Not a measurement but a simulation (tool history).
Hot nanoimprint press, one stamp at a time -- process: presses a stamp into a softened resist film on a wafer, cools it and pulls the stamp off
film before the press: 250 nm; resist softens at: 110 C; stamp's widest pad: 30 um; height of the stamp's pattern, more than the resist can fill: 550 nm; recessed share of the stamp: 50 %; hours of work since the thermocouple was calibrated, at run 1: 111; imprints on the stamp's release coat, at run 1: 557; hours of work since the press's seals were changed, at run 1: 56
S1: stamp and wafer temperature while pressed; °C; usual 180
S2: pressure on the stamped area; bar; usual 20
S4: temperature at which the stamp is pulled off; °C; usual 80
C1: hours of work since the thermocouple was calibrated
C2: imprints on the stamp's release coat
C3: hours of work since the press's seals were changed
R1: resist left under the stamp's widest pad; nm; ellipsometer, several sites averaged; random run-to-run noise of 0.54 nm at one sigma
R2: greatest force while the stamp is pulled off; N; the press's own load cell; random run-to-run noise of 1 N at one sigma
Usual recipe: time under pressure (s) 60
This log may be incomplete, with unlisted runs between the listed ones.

run 1 day=0 | S1=180 S2=20 time_under_pressure_(s)=60 S4=80 | C1=111 C2=557 C3=56 | R1=101.3 R2=103
run 2 day=0.275 | S1=180 S2=20 time_under_pressure_(s)=46 S4=80 | C1=115 C2=574 C3=60 | R1=110.1 R2=103
run 3 day=0.475 | S1=180 S2=20 time_under_pressure_(s)=60 S4=88 | C1=118 C2=586 C3=63 | R1=101.7 R2=87
run 4 day=0.662 | S1=180 S2=20 time_under_pressure_(s)=60 S4=72 | C1=121 C2=597 C3=66 | R1=102 R2=121
run 5 day=0.858 | S1=180 S2=20 time_under_pressure_(s)=60 S4=80 | C1=124 C2=608 C3=69 | R1=101.5 R2=105
run 6 day=1.067 | S1=180 S2=20 time_under_pressure_(s)=60 S4=80 | C1=128 C2=621 C3=72 | R1=101.7 R2=107
run 7 day=1.367 | S1=180 S2=20 time_under_pressure_(s)=60 S4=80 | C1=132 C2=638 C3=77 | R1=101.7 R2=104
run 8 day=1.688 | S1=180 S2=20 time_under_pressure_(s)=60 S4=80 | C1=137 C2=657 C3=82 | R1=101.7 R2=107
-- day=1.988 stamp cleaned and given a new release coat
run 9 day=2.367 | S1=180 S2=20 time_under_pressure_(s)=60 S4=80 | C1=144 C2=23 C3=89 | R1=102.2 R2=91
-- day=2.533 plate thermocouple calibrated
run 10 day=2.821 | S1=187 S2=20 time_under_pressure_(s)=60 S4=80 | C1=4 C2=42 C3=94 | R1=77.5 R2=92
run 11 day=3.054 | S1=187 S2=20 time_under_pressure_(s)=60 S4=80 | C1=8 C2=56 C3=98 | R1=77 R2=94
run 12 day=3.412 | S1=187 S2=20 time_under_pressure_(s)=60 S4=80 | C1=14 C2=77 C3=103 | R1=77.5 R2=94
run 13 day=3.612 | S1=187 S2=20 time_under_pressure_(s)=60 S4=80 | C1=17 C2=89 C3=106 | R1=77.3 R2=95
run 14 day=4.042 | S1=180 S2=20 time_under_pressure_(s)=60 S4=80 | C1=24 C2=115 C3=113 | R1=103.6 R2=94
run 15 day=4.312 | S1=180 S2=20 time_under_pressure_(s)=60 S4=80 | C1=28 C2=130 C3=117 | R1=104.1 R2=94

Run 16 has not been measured yet. What should we expect?
run 16 day=4.712 | S1=182 S2=20 time_under_pressure_(s)=60 S4=77 | C1=34 C2=154 C3=124 | R1=? R2=?

R1: 95.1 nm
R2: 102 N
Had the tool carried no hidden state, the very same run would have given R1 90.3 nm, R2 96 N.
